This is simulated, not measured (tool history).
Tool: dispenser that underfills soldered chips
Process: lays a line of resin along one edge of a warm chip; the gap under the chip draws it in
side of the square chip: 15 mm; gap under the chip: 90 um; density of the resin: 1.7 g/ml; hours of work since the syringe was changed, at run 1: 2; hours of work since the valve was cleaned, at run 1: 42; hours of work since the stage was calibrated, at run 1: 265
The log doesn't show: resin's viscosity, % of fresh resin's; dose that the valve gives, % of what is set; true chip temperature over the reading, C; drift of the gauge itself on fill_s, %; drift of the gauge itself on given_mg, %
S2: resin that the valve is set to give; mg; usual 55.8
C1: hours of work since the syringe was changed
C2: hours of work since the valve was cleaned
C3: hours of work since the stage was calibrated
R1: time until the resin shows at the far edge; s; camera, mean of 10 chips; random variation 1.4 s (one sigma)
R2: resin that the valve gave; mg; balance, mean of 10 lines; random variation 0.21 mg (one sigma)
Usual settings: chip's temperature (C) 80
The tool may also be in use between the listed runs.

Run 1, hour 0.0: usual settings; C1 2; C2 42; C3 265. Result: R1 148.5 s, R2 54.98 mg.
At hour 6.6: new syringe of resin.
Run 2, hour 7.4: usual settings but chip's temperature (C) 67; C1 1; C2 47; C3 271. Result: R1 239.5 s, R2 54.66 mg.
Run 3, hour 14.6: usual settings but chip's temperature (C) 67; C1 6; C2 53; C3 276. Result: R1 374.4 s, R2 55.33 mg.
At hour 16.0: new syringe of resin.
Run 4, hour 21.5: usual settings; C1 4; C2 58; C3 282. Result: R1 184.1 s, R2 54.87 mg.
At hour 24.8: new syringe of resin.
Run 5, hour 29.3: usual settings but chip's temperature (C) 93; C1 4; C2 64; C3 287. Result: R1 99.1 s, R2 54.83 mg.
At hour 33.6: new syringe of resin.
Run 6, hour 37.4: usual settings but chip's temperature (C) 86; C1 3; C2 70; C3 293. Result: R1 124.3 s, R2 54.95 mg.
At hour 42.6: new syringe of resin.
Run 7, hour 44.5: usual settings but chip's temperature (C) 86; C1 1; C2 75; C3 299. Result: R1 112.1 s, R2 54.84 mg.
Run 8, hour 48.3: usual settings but chip's temperature (C) 86; C1 4; C2 78; C3 302. Result: R1 142.9 s, R2 54.54 mg.
At hour 51.8: new syringe of resin.
Run 9, hour 53.5: usual settings but chip's temperature (C) 95; C1 1; C2 82; C3 306. Result: R1 78.6 s, R2 54.25 mg.
At hour 60.6: new syringe of resin.
Run 10, hour 62.9: usual settings but chip's temperature (C) 95; C1 2; C2 89; C3 313. Result: R1 79.9 s, R2 54.41 mg.
At hour 69.6: new syringe of resin.
Run 11, hour 70.4: usual settings but chip's temperature (C) 95; C1 1; C2 94; C3 318. Result: R1 72.6 s, R2 54.19 mg.
Run 12, hour 77.1: usual settings but chip's temperature (C) 87; C1 6; C2 100; C3 323. Result: R1 150.9 s, R2 54.42 mg.
At hour 78.6: new syringe of resin.
Run 13, hour 86.0: usual settings but S2 67.7 mg; C1 6; C2 106; C3 330. Result: R1 193.5 s, R2 65.66 mg.
At hour 87.5: new syringe of resin.
Run 14, hour 93.8: usual settings but S2 67.7 mg; C1 5; C2 112; C3 336. Result: R1 178.1 s, R2 65.34 mg.
At hour 96.5: new syringe of resin.
At hour 97.5: dispensing valve cleaned and set on the balance.
Run 15, hour 98.9: usual settings but S2 67.7 mg; C1 1; C2 1; C3 339. Result: R1 138.6 s, R2 67.77 mg.
Run 16, hour 104.5: usual settings but S2 67.7 mg; C1 5; C2 5; C3 343. Result: R1 192.3 s, R2 67.54 mg.
At hour 106.6: new syringe of resin.
Run 17, hour 111.0: usual settings but S2 63.0 mg; C1 3; C2 10; C3 348. Result: R1 162.7 s, R2 63.44 mg.
At hour 115.7: new syringe of resin.
Run 18, hour 116.8: usual settings; C1 1; C2 15; C3 352. Result: R1 135.2 s, R2 55.87 mg.
Run 19, hour 121.4: usual settings but chip's temperature (C) 83, S2 72.2 mg; C1 4; C2 18; C3 356. Result: R1 149.4 s, R2 71.85 mg.
At hour 125.1: new syringe of resin.
Run 20, hour 130.7: usual settings but chip's temperature (C) 83, S2 72.2 mg; C1 4; C2 25; C3 363. Result: R1 151.8 s, R2 71.23 mg.
At hour 134.1: new syringe of resin.
Run 21, hour 139.1: usual settings but chip's temperature (C) 76, S2 50.0 mg; C1 4; C2 31; C3 369. Result: R1 204.6 s, R2 49.67 mg.
At hour 143.6: new syringe of resin.
Run 22, hour 144.9: usual settings but S2 63.3 mg; C1 1; C2 36; C3 373. Result: R1 136.3 s, R2 62.79 mg.
At hour 152.8: new syringe of resin.
Run 23, hour 153.7: usual settings but chip's temperature (C) 94, S2 63.3 mg; C1 1; C2 42; C3 380. Result: R1 73.3 s, R2 62.75 mg.
At hour 161.9: new syringe of resin.
Run 24, hour 161.9: usual settings but chip's temperature (C) 94, S2 50.8 mg; C1 0; C2 48; C3 386. Result: R1 71.6 s, R2 50.44 mg.
Run 25, hour 167.0: usual settings but S2 53.5 mg; C1 4; C2 52; C3 390. Result: R1 170.0 s, R2 52.30 mg.
At hour 171.2: new syringe of resin.
Run 26, hour 173.0: usual settings but chip's temperature (C) 67, S2 60.9 mg; C1 1; C2 57; C3 395. Result: R1 241.5 s, R2 59.82 mg.
Run 27, hour 178.9: usual settings but chip's temperature (C) 67, S2 60.3 mg; C1 6; C2 61; C3 399. Result: R1 345.5 s, R2 59.37 mg.
At hour 180.3: new syringe of resin.
Run 28, hour 185.8: usual settings but chip's temperature (C) 76; C1 4; C2 67; C3 404. Result: R1 201.7 s, R2 55.08 mg.
At hour 189.5: new syringe of resin.
Run 29, hour 193.7: usual settings but chip's temperature (C) 76; C1 3; C2 72; C3 410. Result: R1 191.1 s, R2 54.69 mg.
At hour 198.6: new syringe of resin.
Run 30, hour 202.5: usual settings but chip's temperature (C) 78, S2 61.9 mg; C1 3; C2 79; C3 417. Result: R1 175.4 s, R2 60.36 mg.
At hour 208.0: new syringe of resin.
Run 31, hour 209.5: usual settings but chip's temperature (C) 78, S2 61.9 mg; C1 1; C2 84; C3 422. Result: R1 146.5 s, R2 60.60 mg.
Run 32, hour 216.0: usual settings but chip's temperature (C) 78, S2 61.9 mg; C1 6; C2 89; C3 427. Result: R1 212.7 s, R2 60.40 mg.
At hour 216.8: new syringe of resin.
At hour 225.7: new syringe of resin.
Run 33, hour 225.7: usual settings but chip's temperature (C) 74, S2 55.1 mg; C1 0; C2 96; C3 434. Result: R1 159.5 s, R2 53.79 mg.
Run 34, hour 233.2: usual settings but chip's temperature (C) 82, S2 52.0 mg; C1 6; C2 102; C3 440. Result: R1 183.2 s, R2 50.23 mg.
At hour 235.0: new syringe of resin.
Run 35, hour 241.2: usual settings but chip's temperature (C) 81, S2 60.9 mg; C1 5; C2 108; C3 446. Result: R1 171.0 s, R2 58.90 mg.

Some steps in R1 between neighbouring runs. How much of each would the tool show without its hidden state too (settings, what came in, random variation), and how much is left for the hidden state, with any gauge scatter that isn't in both results?
Run 2 -> 3: no setting changed, nothing entered. R1 +134.9 s: hidden state +130.6, all else +4.3.
Run 3 -> 4: chip's temperature (C) 67 -> 80, new syringe of resin. R1 -190.3 s: hidden state -78.6, all else -111.7.
Run 26 -> 27: S2 60.9 -> 60.3. R1 +104.0 s: hidden state +103.5, all else +0.5.
Run 27 -> 28: chip's temperature (C) 67 -> 76, S2 60.3 -> 55.8, new syringe of resin. R1 -143.8 s: hidden state -63.6, all else -80.2.
Run 32 -> 33: chip's temperature (C) 78 -> 74, S2 61.9 -> 55.1, new syringe of resin, new syringe of resin. R1 -53.2 s: hidden state -84.0, all else +30.8.
